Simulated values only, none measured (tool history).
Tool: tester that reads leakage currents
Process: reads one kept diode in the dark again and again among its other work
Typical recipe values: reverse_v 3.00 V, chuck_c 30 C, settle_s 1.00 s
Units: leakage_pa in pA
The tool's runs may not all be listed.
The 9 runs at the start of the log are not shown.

run    hour  reverse_v  chuck_c  settle_s  leakage_pa
 10   664.2       3.00       30      1.00      153.80
 11   743.2       3.00       30      1.00      154.12
 12   815.0       3.00       26      1.00      116.44
 13   883.3       3.00       26      1.00      116.57
 14   965.4       3.00       26      1.00      116.65
 15  1064.4       3.00       33      1.00      189.67
     1073.5  -- chuck's temperature calibrated
 16  1143.6       3.00       30      1.16      154.05
 17  1239.8       3.00       30      1.26      153.49
     1293.9  -- chuck's temperature calibrated, once more
 18  1310.3       3.00       30      1.26      155.15
 19  1355.8       3.00       31      0.65      165.87
 20  1424.5       3.80       30      0.63      171.07
 21  1523.7       3.80       30      0.63      171.47

The next listed run, before its measurement:
 22  1625.5      11.44       56      1.61           ?

{"run 22": {"leakage_pa": 1423.83}}
With no hidden state in the tool, this same run would have given leakage_pa 1440.87 pA.

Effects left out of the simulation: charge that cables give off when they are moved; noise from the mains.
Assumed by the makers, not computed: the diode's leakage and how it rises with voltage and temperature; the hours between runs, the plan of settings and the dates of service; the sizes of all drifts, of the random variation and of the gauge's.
